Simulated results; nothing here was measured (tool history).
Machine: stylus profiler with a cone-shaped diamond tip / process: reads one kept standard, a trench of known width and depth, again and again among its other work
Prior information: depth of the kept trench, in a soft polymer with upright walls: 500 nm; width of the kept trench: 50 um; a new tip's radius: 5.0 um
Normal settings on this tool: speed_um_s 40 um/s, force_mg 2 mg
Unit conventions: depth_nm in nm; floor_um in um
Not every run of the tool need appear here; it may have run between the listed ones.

{"run": 1, "hour": 0.0, "speed_um_s": 40, "force_mg": 2, "depth_nm": 506.06, "floor_um": 43.53}
{"run": 2, "hour": 30.4, "speed_um_s": 121, "force_mg": 2, "depth_nm": 506.26, "floor_um": 43}
{"run": 3, "hour": 90.8, "speed_um_s": 40, "force_mg": 4.34, "depth_nm": 510.12, "floor_um": 43.49}
{"run": 4, "hour": 145.9, "speed_um_s": 40, "force_mg": 1.63, "depth_nm": 505.62, "floor_um": 43.3}
{"run": 5, "hour": 176.8, "speed_um_s": 40, "force_mg": 1.63, "depth_nm": 505.77, "floor_um": 43.33}
{"run": 6, "hour": 214.5, "speed_um_s": 96, "force_mg": 2, "depth_nm": 506.25, "floor_um": 42.94}
{"run": 7, "hour": 252.7, "speed_um_s": 96, "force_mg": 2, "depth_nm": 506.44, "floor_um": 42.88}
{"run": 8, "hour": 311.5, "speed_um_s": 96, "force_mg": 2, "depth_nm": 506.43, "floor_um": 42.78}
{"run": 9, "hour": 343.4, "speed_um_s": 96, "force_mg": 2, "depth_nm": 506.45, "floor_um": 42.75}
{"run": 10, "hour": 388.7, "speed_um_s": 40, "force_mg": 2, "depth_nm": 505.52, "floor_um": 45.48}
{"run": 11, "hour": 436.2, "speed_um_s": 138, "force_mg": 2, "depth_nm": 505.51, "floor_um": 44.81}
{"run": 12, "hour": 474.9, "speed_um_s": 138, "force_mg": 2, "depth_nm": 505.24, "floor_um": 44.79}
{"run": 13, "hour": 541.6, "speed_um_s": 138, "force_mg": 2, "depth_nm": 505.19, "floor_um": 44.59}
{"run": 14, "hour": 585.5, "speed_um_s": 11, "force_mg": 1.11, "depth_nm": 503.66, "floor_um": 45.18}
{"run": 15, "hour": 620.5, "speed_um_s": 11, "force_mg": 1.76, "depth_nm": 505.16, "floor_um": 45.16}
{"run": 16, "hour": 650.7, "speed_um_s": 46, "force_mg": 1.52, "depth_nm": 504.45, "floor_um": 44.86}
{"run": 17, "hour": 701.7, "speed_um_s": 26, "force_mg": 1.52, "depth_nm": 504.96, "floor_um": 44.91}
{"run": 18, "hour": 730.0, "speed_um_s": 26, "force_mg": 1.52, "depth_nm": 504.93, "floor_um": 44.87}
{"run": 19, "hour": 761.1, "speed_um_s": 41, "force_mg": 1.5, "depth_nm": 504.62, "floor_um": 44.69}
{"run": 20, "hour": 829.9, "speed_um_s": 41, "force_mg": 1.5, "depth_nm": 504.75, "floor_um": 44.6}
{"run": 21, "hour": 865.3, "speed_um_s": 29, "force_mg": 5.33, "depth_nm": 510.68, "floor_um": 44.68}

The log once held 1 entry between its listed runs, left out of this copy. Where does each go, and what is different about the tool's unlogged condition between the listed run before it and the listed run after it?
In the gap between runs 9 and 10: new tip fitted, height scale calibrated (hour 382.4)
  radius of the tip, um: 11.48 -> 4.92; height scale over the true one, %: 0.227 -> -0.007
  the result without the hidden state subtracted from the measured one, depth_nm: +1.15 -> -0.03 nm; floor_um: -2.34 -> +0.04 um
